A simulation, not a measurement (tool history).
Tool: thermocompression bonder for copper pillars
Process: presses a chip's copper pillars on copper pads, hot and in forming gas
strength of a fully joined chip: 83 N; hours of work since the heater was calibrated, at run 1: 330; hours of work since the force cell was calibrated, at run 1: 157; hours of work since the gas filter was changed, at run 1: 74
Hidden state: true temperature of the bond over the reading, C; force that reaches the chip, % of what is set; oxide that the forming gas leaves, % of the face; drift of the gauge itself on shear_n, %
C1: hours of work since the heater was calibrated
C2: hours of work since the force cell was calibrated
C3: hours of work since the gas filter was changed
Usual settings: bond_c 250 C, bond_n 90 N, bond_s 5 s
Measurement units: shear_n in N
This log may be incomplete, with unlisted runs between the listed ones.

Run 1, hour 0: usual settings; C1 330; C2 157; C3 74. Result: shear_n 46.3 N.
Run 2, hour 32: usual settings; C1 345; C2 173; C3 89. Result: shear_n 46.1 N.
Run 3, hour 58.1: usual settings; C1 358; C2 185; C3 102. Result: shear_n 46 N.
Run 4, hour 78.5: usual settings; C1 368; C2 195; C3 112. Result: shear_n 45.9 N.
Run 5, hour 120.2: usual settings; C1 388; C2 215; C3 131. Result: shear_n 45.9 N.
At hour 152.1: forming gas filter changed.
Run 6, hour 152.1: usual settings but bond_s 6 s; C1 403; C2 230; C3 0. Result: shear_n 48.6 N.
Run 7, hour 190.1: usual settings but bond_s 6 s; C1 421; C2 248; C3 18. Result: shear_n 48.7 N.
Run 8, hour 217.5: usual settings but bond_s 3 s; C1 434; C2 261; C3 31. Result: shear_n 38.9 N.
Run 9, hour 263.7: usual settings; C1 456; C2 283; C3 53. Result: shear_n 45.9 N.
Run 10, hour 296.5: usual settings; C1 472; C2 299; C3 69. Result: shear_n 46.2 N.
Run 11, hour 328.6: usual settings but bond_c 270 C, bond_n 80 N, bond_s 3 s; C1 487; C2 314; C3 84. Result: shear_n 47.4 N.
Run 12, hour 376.1: usual settings but bond_c 270 C, bond_n 80 N, bond_s 3 s; C1 510; C2 337; C3 107. Result: shear_n 47.5 N.
Run 13, hour 399.8: usual settings but bond_n 101 N, bond_s 7 s; C1 521; C2 348; C3 119. Result: shear_n 54.3 N.
Run 14, hour 434.8: usual settings but bond_c 274 C, bond_n 107 N, bond_s 4 s; C1 538; C2 365; C3 135. Result: shear_n 59.4 N.
At hour 460.3: forming gas filter changed.
Run 15, hour 461.6: usual settings but bond_c 274 C, bond_n 113 N, bond_s 4 s; C1 550; C2 378; C3 1. Result: shear_n 60.9 N.
Run 16, hour 500.4: usual settings but bond_c 241 C, bond_n 113 N, bond_s 4 s; C1 569; C2 396; C3 19. Result: shear_n 42.6 N.
At hour 523: heater calibrated with a thermocouple chip.
Run 17, hour 527.8: usual settings but bond_c 232 C, bond_n 69 N; C1 2; C2 408; C3 31. Result: shear_n 31.6 N.
Run 18, hour 563.9: usual settings but bond_c 223 C; C1 20; C2 426; C3 49. Result: shear_n 31.6 N.
Run 19, hour 585.1: usual settings but bond_c 275 C, bond_s 10 s; C1 30; C2 436; C3 59. Result: shear_n 69.2 N.

3 ways to go on from here, each from the tool as it stands after run 19. What would each give?
Run A, hour 616.4: usual settings but bond_c 230 C, bond_s 10 s; C1 45; C2 451; C3 74. Result: shear_n ?.
Run B, hour 616.4: usual settings but bond_c 279 C, bond_n 89 N, bond_s 4 s; C1 45; C2 451; C3 74. Result: shear_n ?.
Run C, hour 616.4: usual settings; C1 45; C2 451; C3 74. Result: shear_n ?.

run  shear_n
  A     44.7
  B     58.1
  C     45.9
With no hidden state in the tool, these same runs would have given:
run  shear_n
  A     44.8
  B     58.2
  C       46

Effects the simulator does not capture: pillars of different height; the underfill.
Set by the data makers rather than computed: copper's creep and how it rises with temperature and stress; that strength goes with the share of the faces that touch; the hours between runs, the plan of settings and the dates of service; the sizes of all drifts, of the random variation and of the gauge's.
